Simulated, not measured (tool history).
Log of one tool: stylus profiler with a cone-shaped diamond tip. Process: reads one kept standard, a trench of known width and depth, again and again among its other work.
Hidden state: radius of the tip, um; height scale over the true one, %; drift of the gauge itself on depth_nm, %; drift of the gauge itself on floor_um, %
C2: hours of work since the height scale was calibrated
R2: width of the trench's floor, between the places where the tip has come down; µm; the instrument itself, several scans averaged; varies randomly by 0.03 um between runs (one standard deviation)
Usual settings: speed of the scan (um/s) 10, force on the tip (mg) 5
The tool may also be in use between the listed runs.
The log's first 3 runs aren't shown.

run 4 day=3.733 | speed_of_the_scan_(um/s)=10 force_on_the_tip_(mg)=5 | scans_with_this_tip=4519 C2=1085 | depth_of_the_trench_(nm)=510.84 R2=27.1
run 5 day=5.442 | speed_of_the_scan_(um/s)=10 force_on_the_tip_(mg)=14.46 | scans_with_this_tip=4625 C2=1111 | depth_of_the_trench_(nm)=524.82 R2=27.13
run 6 day=6.671 | speed_of_the_scan_(um/s)=10 force_on_the_tip_(mg)=14.46 | scans_with_this_tip=4702 C2=1129 | depth_of_the_trench_(nm)=524.72 R2=27.13
run 7 day=7.712 | speed_of_the_scan_(um/s)=10 force_on_the_tip_(mg)=14.46 | scans_with_this_tip=4767 C2=1145 | depth_of_the_trench_(nm)=524.53 R2=27.15
run 8 day=8.988 | speed_of_the_scan_(um/s)=3 force_on_the_tip_(mg)=5 | scans_with_this_tip=4846 C2=1164 | depth_of_the_trench_(nm)=510.55 R2=27.11
run 9 day=9.738 | speed_of_the_scan_(um/s)=3 force_on_the_tip_(mg)=5 | scans_with_this_tip=4893 C2=1175 | depth_of_the_trench_(nm)=510.57 R2=27.14
run 10 day=11.442 | speed_of_the_scan_(um/s)=15 force_on_the_tip_(mg)=5 | scans_with_this_tip=4999 C2=1200 | depth_of_the_trench_(nm)=510.46 R2=27.11
run 11 day=12.212 | speed_of_the_scan_(um/s)=15 force_on_the_tip_(mg)=5 | scans_with_this_tip=5046 C2=1212 | depth_of_the_trench_(nm)=510.29 R2=27.13
run 12 day=13.292 | speed_of_the_scan_(um/s)=10 force_on_the_tip_(mg)=5.55 | scans_with_this_tip=5113 C2=1228 | depth_of_the_trench_(nm)=511.34 R2=27.1
run 13 day=14.092 | speed_of_the_scan_(um/s)=10 force_on_the_tip_(mg)=3.09 | scans_with_this_tip=5163 C2=1240 | depth_of_the_trench_(nm)=506.45 R2=27.05
run 14 day=15.358 | speed_of_the_scan_(um/s)=10 force_on_the_tip_(mg)=5 | scans_with_this_tip=5242 C2=1259 | depth_of_the_trench_(nm)=510.25 R2=27.11
run 15 day=17.062 | speed_of_the_scan_(um/s)=8 force_on_the_tip_(mg)=5 | scans_with_this_tip=5348 C2=1284 | depth_of_the_trench_(nm)=510.23 R2=27.11
run 16 day=18.771 | speed_of_the_scan_(um/s)=8 force_on_the_tip_(mg)=5 | scans_with_this_tip=5454 C2=1310 | depth_of_the_trench_(nm)=510.09 R2=27.08
run 17 day=19.558 | speed_of_the_scan_(um/s)=10 force_on_the_tip_(mg)=5.28 | scans_with_this_tip=5503 C2=1321 | depth_of_the_trench_(nm)=510.85 R2=27.11
run 18 day=21.279 | speed_of_the_scan_(um/s)=10 force_on_the_tip_(mg)=9.65 | scans_with_this_tip=5610 C2=1347 | depth_of_the_trench_(nm)=517.63 R2=27.12
run 19 day=22.246 | speed_of_the_scan_(um/s)=3 force_on_the_tip_(mg)=2.57 | scans_with_this_tip=5670 C2=1362 | depth_of_the_trench_(nm)=505.37 R2=27.08
run 20 day=23.838 | speed_of_the_scan_(um/s)=8 force_on_the_tip_(mg)=2.54 | scans_with_this_tip=5769 C2=1385 | depth_of_the_trench_(nm)=504.91 R2=27.05
run 21 day=25.533 | speed_of_the_scan_(um/s)=8 force_on_the_tip_(mg)=2.54 | scans_with_this_tip=5875 C2=1411 | depth_of_the_trench_(nm)=504.9 R2=27.07
run 22 day=27.246 | speed_of_the_scan_(um/s)=37 force_on_the_tip_(mg)=2.11 | scans_with_this_tip=5981 C2=1436 | depth_of_the_trench_(nm)=504.15 R2=26.79
run 23 day=28.854 | speed_of_the_scan_(um/s)=37 force_on_the_tip_(mg)=2.11 | scans_with_this_tip=6081 C2=1460 | depth_of_the_trench_(nm)=503.65 R2=26.86

Estimate the outcome of run 24 from the log above:
run 24 day=30.129 | speed_of_the_scan_(um/s)=37 force_on_the_tip_(mg)=2.11 | scans_with_this_tip=6160 C2=1479 | depth_of_the_trench_(nm)=? R2=?

{"run 24": {"depth of the trench (nm)": 503.58, "R2": 26.83}}
Had the tool carried no hidden state, the very same run would have given depth of the trench (nm) 507.55, R2 27.11 µm.
